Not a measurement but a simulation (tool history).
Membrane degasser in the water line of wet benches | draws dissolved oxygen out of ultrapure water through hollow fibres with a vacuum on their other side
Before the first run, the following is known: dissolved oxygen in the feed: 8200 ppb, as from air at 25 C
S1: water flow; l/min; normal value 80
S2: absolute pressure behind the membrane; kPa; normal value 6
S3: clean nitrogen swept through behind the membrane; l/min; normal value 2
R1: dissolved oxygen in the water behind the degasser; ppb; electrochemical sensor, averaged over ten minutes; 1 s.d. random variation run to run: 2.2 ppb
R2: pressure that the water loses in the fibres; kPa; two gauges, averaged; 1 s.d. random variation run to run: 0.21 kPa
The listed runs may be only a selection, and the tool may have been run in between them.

{"run": 1, "hour": 0.0, "S1": 80, "S2": 6, "S3": 2, "R1": 217.8, "R2": 49.83}
{"run": 2, "hour": 29.7, "S1": 80, "S2": 6, "S3": 2, "R1": 221.8, "R2": 49.44}
{"run": 3, "hour": 75.4, "S1": 80, "S2": 6, "S3": 2, "R1": 217.6, "R2": 49.49}
{"run": 4, "hour": 114.9, "S1": 80, "S2": 6, "S3": 4.71, "R1": 110.5, "R2": 50.12}
{"run": 5, "hour": 141.8, "S1": 80, "S2": 6, "S3": 2, "R1": 224.2, "R2": 49.41}
{"run": 6, "hour": 179.0, "S1": 80, "S2": 6, "S3": 2, "R1": 218.8, "R2": 49.73}
{"run": 7, "hour": 241.8, "S1": 80, "S2": 6, "S3": 1.65, "R1": 262.6, "R2": 49.54}
{"run": 8, "hour": 300.1, "S1": 80, "S2": 3.77, "S3": 2, "R1": 48.2, "R2": 49.49}
{"run": 9, "hour": 363.1, "S1": 80, "S2": 3.77, "S3": 2, "R1": 47.9, "R2": 49.57}
{"run": 10, "hour": 411.8, "S1": 80, "S2": 6, "S3": 0.81, "R1": 418.6, "R2": 49.91}
{"run": 11, "hour": 474.6, "S1": 80, "S2": 6, "S3": 0.81, "R1": 423.4, "R2": 49.22}
{"run": 12, "hour": 505.5, "S1": 80, "S2": 6, "S3": 2, "R1": 221, "R2": 49.32}
{"run": 13, "hour": 537.1, "S1": 80, "S2": 6, "S3": 2, "R1": 222.7, "R2": 49.78}
{"run": 14, "hour": 584.5, "S1": 80, "S2": 6, "S3": 2, "R1": 223.6, "R2": 49.38}
{"run": 15, "hour": 646.7, "S1": 80, "S2": 6, "S3": 2, "R1": 220.7, "R2": 49.57}
{"run": 16, "hour": 695.9, "S1": 110, "S2": 8.98, "S3": 1.03, "R1": 875.3, "R2": 68.23}
{"run": 17, "hour": 748.4, "S1": 110, "S2": 8.98, "S3": 1.41, "R1": 710.7, "R2": 68.52}
{"run": 18, "hour": 803.5, "S1": 111, "S2": 7.14, "S3": 1.63, "R1": 468.5, "R2": 69.06}
{"run": 19, "hour": 840.2, "S1": 116, "S2": 6.07, "S3": 2, "R1": 309.5, "R2": 72.01}
{"run": 20, "hour": 874.9, "S1": 82, "S2": 5.32, "S3": 2, "R1": 171.2, "R2": 50.42}
{"run": 21, "hour": 914.3, "S1": 99, "S2": 10.16, "S3": 0.9, "R1": 1043.8, "R2": 61.44}
{"run": 22, "hour": 956.6, "S1": 80, "S2": 7.39, "S3": 2.86, "R1": 245.1, "R2": 49.69}
{"run": 23, "hour": 991.1, "S1": 107, "S2": 8.15, "S3": 1.46, "R1": 601.4, "R2": 66.58}
{"run": 24, "hour": 1045.0, "S1": 107, "S2": 8.15, "S3": 1.46, "R1": 594.3, "R2": 67.22}
{"run": 25, "hour": 1081.1, "S1": 64, "S2": 9.72, "S3": 6, "R1": 161, "R2": 39.49}
{"run": 26, "hour": 1145.8, "S1": 51, "S2": 6, "S3": 2, "R1": 150.3, "R2": 31.95}
{"run": 27, "hour": 1194.1, "S1": 75, "S2": 6.06, "S3": 0.94, "R1": 369.3, "R2": 46.23}

Not shown: 1 entry that the log had between the listed runs. Between which runs, and how does the tool's hidden state differ before and after?
Logged between run 25 and run 26: vacuum gauge calibrated (hour 1087.8)
  no difference in the tool's unlogged condition between these two runs

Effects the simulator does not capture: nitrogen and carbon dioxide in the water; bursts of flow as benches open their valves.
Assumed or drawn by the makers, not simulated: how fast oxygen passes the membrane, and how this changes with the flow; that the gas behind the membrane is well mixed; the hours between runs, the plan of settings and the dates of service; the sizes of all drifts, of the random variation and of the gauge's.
